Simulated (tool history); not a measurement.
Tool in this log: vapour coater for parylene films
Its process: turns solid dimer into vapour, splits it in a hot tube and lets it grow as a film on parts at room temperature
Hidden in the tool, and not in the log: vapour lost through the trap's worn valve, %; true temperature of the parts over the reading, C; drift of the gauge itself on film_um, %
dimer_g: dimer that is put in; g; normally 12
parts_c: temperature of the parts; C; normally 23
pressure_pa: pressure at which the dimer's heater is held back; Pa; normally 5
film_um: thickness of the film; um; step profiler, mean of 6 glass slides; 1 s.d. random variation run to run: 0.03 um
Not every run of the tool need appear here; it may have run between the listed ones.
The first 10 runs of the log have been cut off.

run,day,dimer_g,parts_c,pressure_pa,hours of work since the trap's valve was overhauled,hours of work since the table's thermometer was calibrated,film_um
11,9.408,12,23,5,147,508,2.79
12,10.4,12,23,5,167,528,2.75
13,11.292,12,23,5,184,546,2.87
14,12.525,12,23,5,209,571,2.74
15,13.433,12,23,5,227,589,2.82
16,14.154,12,31,5,242,603,1.92
17,15.475,12,31,5,268,630,1.91
18,16.533,12,23,6.62,290,651,2.65
19,17.483,12,23,6.62,309,670,2.7
20,18.321,12,23,5,325,687,2.73
21,19.208,12,25,5.31,343,705,2.46

Estimate the outcome of run 22 from the log above:
22,20.075,12,25,5.31,361,722,?

Run 22 yielded film_um 2.46 um.
With the hidden condition absent and the run-to-run variation left alone, this run would have shown film_um 2.57 um.
